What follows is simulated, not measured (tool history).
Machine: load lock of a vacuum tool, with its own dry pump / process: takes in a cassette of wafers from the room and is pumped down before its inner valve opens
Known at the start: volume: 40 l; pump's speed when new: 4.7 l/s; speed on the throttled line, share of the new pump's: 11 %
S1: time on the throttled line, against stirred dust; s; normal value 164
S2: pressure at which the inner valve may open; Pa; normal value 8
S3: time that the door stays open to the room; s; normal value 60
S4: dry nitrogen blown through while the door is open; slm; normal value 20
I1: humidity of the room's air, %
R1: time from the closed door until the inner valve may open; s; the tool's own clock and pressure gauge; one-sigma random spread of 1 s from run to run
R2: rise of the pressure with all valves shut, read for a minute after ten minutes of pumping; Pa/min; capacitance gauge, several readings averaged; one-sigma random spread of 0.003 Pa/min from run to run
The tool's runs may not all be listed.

| run | day | S1 | S2 | S3 | S4 | I1 | R1 | R2 |
|---|---|---|---|---|---|---|---|---|
| 1 | 0.000 | 164 | 8 | 60 | 20 | 46.3 | 233.1 | 0.051 |
| 2 | 24.692 | 164 | 8 | 60 | 20 | 42.6 | 233.4 | 0.055 |
| 3 | 51.112 | 164 | 8 | 60 | 20 | 48.7 | 232.2 | 0.058 |
| 4 | 63.675 | 164 | 8 | 60 | 20 | 45.4 | 237.2 | 0.059 |
| 5 | 90.033 | 164 | 12 | 60 | 20 | 45.0 | 233.1 | 0.055 |
| 6 | 105.204 | 164 | 12 | 60 | 20 | 47.0 | 231.6 | 0.052 |
| 7 | 131.004 | 164 | 12 | 60 | 20 | 48.2 | 232.4 | 0.058 |
| 8 | 148.242 | 172 | 8 | 60 | 20 | 45.8 | 243.7 | 0.054 |
| 9 | 173.012 | 237 | 10 | 60 | 20 | 45.5 | 298.3 | 0.051 |

What will run 10 give?
| 10 | 197.017 | 150 | 8 | 114 | 20 | 44.8 | ? | ? |

{"run 10": {"R1": 225.7, "R2": 0.069}}
If the tool had no hidden condition, the same run with the same run-to-run variation would have returned R1 214.8 s, R2 0.055 Pa/min.
